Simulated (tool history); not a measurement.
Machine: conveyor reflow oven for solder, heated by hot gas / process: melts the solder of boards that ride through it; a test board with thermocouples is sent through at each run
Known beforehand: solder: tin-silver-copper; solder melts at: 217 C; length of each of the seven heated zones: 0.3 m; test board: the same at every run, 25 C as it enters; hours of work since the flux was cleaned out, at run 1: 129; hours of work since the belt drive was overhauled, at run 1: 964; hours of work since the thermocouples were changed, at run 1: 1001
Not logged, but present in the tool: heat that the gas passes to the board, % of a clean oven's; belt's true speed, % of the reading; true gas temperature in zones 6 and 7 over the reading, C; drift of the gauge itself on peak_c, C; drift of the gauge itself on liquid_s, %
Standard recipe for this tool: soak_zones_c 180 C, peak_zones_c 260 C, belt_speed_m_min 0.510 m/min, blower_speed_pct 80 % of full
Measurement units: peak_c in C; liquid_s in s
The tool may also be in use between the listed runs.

run	hour	soak_zones_c	peak_zones_c	belt_speed_m_min	blower_speed_pct	hours of work since the flux was cleaned out	hours of work since the belt drive was overhauled	hours of work since the thermocouples were changed	peak_c	liquid_s
1	0.0	180	260	0.510	80	129	964	1001	243.0	48.6
# hour 23.2: thermocouples of zones 6 and 7 changed
2	44.7	180	260	0.510	78	151	986	11	244.8	50.4
3	68.4	180	260	0.510	78	163	998	23	244.4	49.8
4	96.6	180	260	0.510	51	177	1012	37	238.7	42.1
# hour 121.7: belt drive overhauled, speed set with a stopwatch
5	151.9	180	260	0.510	51	203	15	63	237.6	39.9
6	178.3	184	260	0.510	51	217	29	77	238.7	42.3
7	213.2	184	260	0.510	51	234	46	94	238.0	41.5
8	267.3	184	260	0.510	51	262	74	122	237.9	41.5
9	290.3	180	260	0.564	80	273	86	134	239.6	38.3
10	326.2	180	260	0.564	80	292	104	152	240.1	38.1
11	355.2	180	260	0.510	80	306	118	166	242.1	46.3
12	401.9	180	260	0.510	80	330	142	190	242.2	45.7
13	431.6	180	260	0.510	80	345	157	205	241.9	46.0
# hour 458.0: flux residue cleaned out of gas plates and filters
14	475.6	180	260	0.510	80	9	177	225	245.5	50.7
15	522.4	180	265	0.453	81	33	201	249	252.2	63.5
16	575.4	180	265	0.453	81	60	228	276	253.1	63.2
17	604.5	169	265	0.470	69	74	242	290	247.8	52.4
18	644.3	183	258	0.573	61	95	263	311	236.8	35.3
19	667.1	179	260	0.510	80	106	274	322	243.9	49.2
20	697.4	179	260	0.510	80	122	290	338	243.9	48.8
21	728.0	167	263	0.542	51	137	305	353	234.6	30.0
22	776.6	180	257	0.595	80	162	330	378	237.3	34.2
23	830.2	194	252	0.510	80	189	357	405	239.2	51.9
24	868.2	166	260	0.510	80	208	376	424	239.9	39.5
25	912.5	187	264	0.459	89	231	399	447	251.6	65.2
26	952.1	179	260	0.510	82	251	419	467	243.1	47.4
27	1001.7	179	268	0.510	63	276	444	492	246.4	48.1
28	1055.7	180	261	0.544	75	303	471	519	240.4	41.4

Hidden condition of the tool, last listed run before each entry between runs versus first listed run after:
Between runs 1 and 2: thermocouples of zones 6 and 7 changed (hour 23.2)
  heat that the gas passes to the board, % of a clean oven's: 93.5 -> 92.7; belt's true speed, % of the reading: 97.79 -> 97.74; true gas temperature in zones 6 and 7 over the reading, C: -2.74 -> -0.06
  measured less the result without the state, peak_c: -3.3 -> -1.3 C; liquid_s: -1.9 -> -0.3 s
Between runs 4 and 5: belt drive overhauled, speed set with a stopwatch (hour 121.7)
  heat that the gas passes to the board, % of a clean oven's: 91.6 -> 90.6; belt's true speed, % of the reading: 97.68 -> 99.92; true gas temperature in zones 6 and 7 over the reading, C: -0.14 -> -0.21
  measured less the result without the state, peak_c: -1.2 -> -2.4 C; liquid_s: -0.8 -> -3.3 s
Between runs 13 and 14: flux residue cleaned out of gas plates and filters (hour 458.0)
  heat that the gas passes to the board, % of a clean oven's: 85.5 -> 99.4; belt's true speed, % of the reading: 99.59 -> 99.54; true gas temperature in zones 6 and 7 over the reading, C: -0.63 -> -0.68
  measured less the result without the state, peak_c: -4.3 -> -0.6 C; liquid_s: -4.8 -> -0.2 s
